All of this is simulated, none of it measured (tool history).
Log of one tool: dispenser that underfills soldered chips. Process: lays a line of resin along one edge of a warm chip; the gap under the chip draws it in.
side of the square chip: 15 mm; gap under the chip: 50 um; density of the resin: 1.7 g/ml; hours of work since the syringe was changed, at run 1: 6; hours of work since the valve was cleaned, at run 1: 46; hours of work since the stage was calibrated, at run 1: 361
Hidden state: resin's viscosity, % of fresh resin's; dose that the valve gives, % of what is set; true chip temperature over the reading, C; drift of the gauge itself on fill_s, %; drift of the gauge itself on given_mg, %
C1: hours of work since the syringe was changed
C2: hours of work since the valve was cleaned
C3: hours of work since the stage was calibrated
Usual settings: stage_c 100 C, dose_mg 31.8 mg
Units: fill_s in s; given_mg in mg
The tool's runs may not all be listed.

{"run": 1, "day": 0.0, "stage_c": 100, "dose_mg": 31.8, "C1": 6, "C2": 46, "C3": 361, "fill_s": 242.4, "given_mg": 30.71}
{"day": 0.054, "done": "new syringe of resin"}
{"day": 0.496, "done": "new syringe of resin"}
{"run": 2, "day": 0.508, "stage_c": 98, "dose_mg": 31.8, "C1": 0, "C2": 53, "C3": 368, "fill_s": 160.2, "given_mg": 30.42}
{"day": 0.958, "done": "new syringe of resin"}
{"run": 3, "day": 1.196, "stage_c": 98, "dose_mg": 31.8, "C1": 4, "C2": 64, "C3": 379, "fill_s": 217.1, "given_mg": 30.31}
{"day": 1.367, "done": "new syringe of resin"}
{"run": 4, "day": 1.558, "stage_c": 98, "dose_mg": 31.8, "C1": 3, "C2": 69, "C3": 384, "fill_s": 203.3, "given_mg": 30.22}
{"day": 1.742, "done": "dispensing valve cleaned and set on the balance"}
{"day": 1.854, "done": "new syringe of resin"}
{"day": 2.279, "done": "new syringe of resin"}
{"run": 5, "day": 2.367, "stage_c": 100, "dose_mg": 31.8, "C1": 1, "C2": 9, "C3": 396, "fill_s": 164.8, "given_mg": 31.4}
{"run": 6, "day": 2.667, "stage_c": 92, "dose_mg": 31.8, "C1": 6, "C2": 14, "C3": 401, "fill_s": 320.1, "given_mg": 31.58}
{"day": 2.717, "done": "new syringe of resin"}
{"day": 3.142, "done": "new syringe of resin"}
{"run": 7, "day": 3.146, "stage_c": 92, "dose_mg": 31.8, "C1": 0, "C2": 21, "C3": 408, "fill_s": 186.8, "given_mg": 31.31}
{"day": 3.567, "done": "new syringe of resin"}
{"run": 8, "day": 3.742, "stage_c": 92, "dose_mg": 31.8, "C1": 3, "C2": 30, "C3": 417, "fill_s": 235.8, "given_mg": 31.52}
{"day": 4.017, "done": "new syringe of resin"}
{"day": 4.425, "done": "new syringe of resin"}
{"run": 9, "day": 4.425, "stage_c": 100, "dose_mg": 31.8, "C1": 0, "C2": 41, "C3": 427, "fill_s": 142.3, "given_mg": 30.85}
{"day": 4.846, "done": "new syringe of resin"}
{"run": 10, "day": 4.921, "stage_c": 102, "dose_mg": 39.3, "C1": 1, "C2": 48, "C3": 435, "fill_s": 146.2, "given_mg": 38.22}
{"day": 5.254, "done": "new syringe of resin"}
{"run": 11, "day": 5.596, "stage_c": 102, "dose_mg": 39.3, "C1": 5, "C2": 59, "C3": 445, "fill_s": 220.3, "given_mg": 37.82}
{"day": 5.662, "done": "new syringe of resin"}
{"day": 6.096, "done": "new syringe of resin"}
{"run": 12, "day": 6.229, "stage_c": 90, "dose_mg": 40.9, "C1": 2, "C2": 68, "C3": 455, "fill_s": 233.2, "given_mg": 38.99}
{"day": 6.462, "done": "dispensing valve cleaned and set on the balance"}
{"day": 6.567, "done": "new syringe of resin"}
{"run": 13, "day": 6.746, "stage_c": 100, "dose_mg": 33, "C1": 3, "C2": 4, "C3": 462, "fill_s": 186.5, "given_mg": 32.81}
{"day": 7.021, "done": "new syringe of resin"}
{"run": 14, "day": 7.112, "stage_c": 114, "dose_mg": 31.8, "C1": 1, "C2": 10, "C3": 467, "fill_s": 111.6, "given_mg": 31.69}
{"day": 7.483, "done": "new syringe of resin"}
{"run": 15, "day": 7.858, "stage_c": 92, "dose_mg": 35.4, "C1": 6, "C2": 21, "C3": 479, "fill_s": 306.3, "given_mg": 34.89}
{"day": 7.904, "done": "new syringe of resin"}
{"run": 16, "day": 8.238, "stage_c": 114, "dose_mg": 30, "C1": 5, "C2": 27, "C3": 484, "fill_s": 153.6, "given_mg": 29.46}
{"day": 8.375, "done": "new syringe of resin"}
{"run": 17, "day": 8.558, "stage_c": 106, "dose_mg": 28.9, "C1": 3, "C2": 32, "C3": 489, "fill_s": 157.6, "given_mg": 28.02}

Run 18 comes next. What will it give?
{"day": 8.788, "done": "new syringe of resin"}
{"day": 9.192, "done": "new syringe of resin"}
{"run": 18, "day": 9.242, "stage_c": 108, "dose_mg": 29.6, "C1": 1, "C2": 42, "C3": 500, "fill_s": "?", "given_mg": "?"}

{"run 18": {"fill_s": 123.8, "given_mg": 28.7}}
Without the tool's hidden state the same run would have given fill_s 123.5 s, given_mg 29.58 mg.

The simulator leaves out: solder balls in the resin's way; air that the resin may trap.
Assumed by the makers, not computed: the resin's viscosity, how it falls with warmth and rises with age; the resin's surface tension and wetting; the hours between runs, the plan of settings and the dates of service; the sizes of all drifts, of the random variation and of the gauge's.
